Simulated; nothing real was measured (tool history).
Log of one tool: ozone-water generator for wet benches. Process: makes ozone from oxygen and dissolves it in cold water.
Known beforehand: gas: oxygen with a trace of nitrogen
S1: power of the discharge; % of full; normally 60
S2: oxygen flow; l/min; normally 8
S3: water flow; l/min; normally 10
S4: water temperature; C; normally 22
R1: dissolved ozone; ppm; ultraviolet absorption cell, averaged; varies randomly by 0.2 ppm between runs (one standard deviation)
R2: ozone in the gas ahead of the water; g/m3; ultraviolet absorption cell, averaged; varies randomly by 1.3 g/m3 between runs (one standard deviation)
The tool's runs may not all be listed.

| run | day | S1 | S2 | S3 | S4 | R1 | R2 |
|---|---|---|---|---|---|---|---|
| 1 | 0 | 60 | 8 | 10 | 22 | 22.8 | 203.1 |
| 2 | 3.708 | 60 | 8 | 10 | 15 | 26.5 | 206.1 |
| 3 | 7.946 | 60 | 8 | 10 | 22 | 22.7 | 204.6 |
| 4 | 14.621 | 60 | 8 | 10 | 22 | 22.6 | 201.4 |
|  | 15.346 | contactor cleaned |
| 5 | 19.125 | 46 | 8 | 10 | 22 | 18.2 | 170.2 |
| 6 | 23.517 | 46 | 8 | 10 | 22 | 17.8 | 168.4 |
| 7 | 30.338 | 46 | 5.61 | 10 | 22 | 19.7 | 210.8 |
|  | 31.667 | contactor cleaned, once more |
| 8 | 33.667 | 54 | 8 | 10 | 22 | 22.4 | 184.6 |
| 9 | 37.65 | 93 | 7.27 | 16 | 28 | 20 | 280.1 |

The next listed run, before its measurement:
| 10 | 41.804 | 93 | 7.27 | 16 | 28 | ? | ? |

Logged for run 10: R1 19.7 ppm, R2 278.7 g/m3.
On a tool with no hidden condition, and with the same random variation, this run would have come out at R1 26.4 ppm, R2 372.9 g/m3.

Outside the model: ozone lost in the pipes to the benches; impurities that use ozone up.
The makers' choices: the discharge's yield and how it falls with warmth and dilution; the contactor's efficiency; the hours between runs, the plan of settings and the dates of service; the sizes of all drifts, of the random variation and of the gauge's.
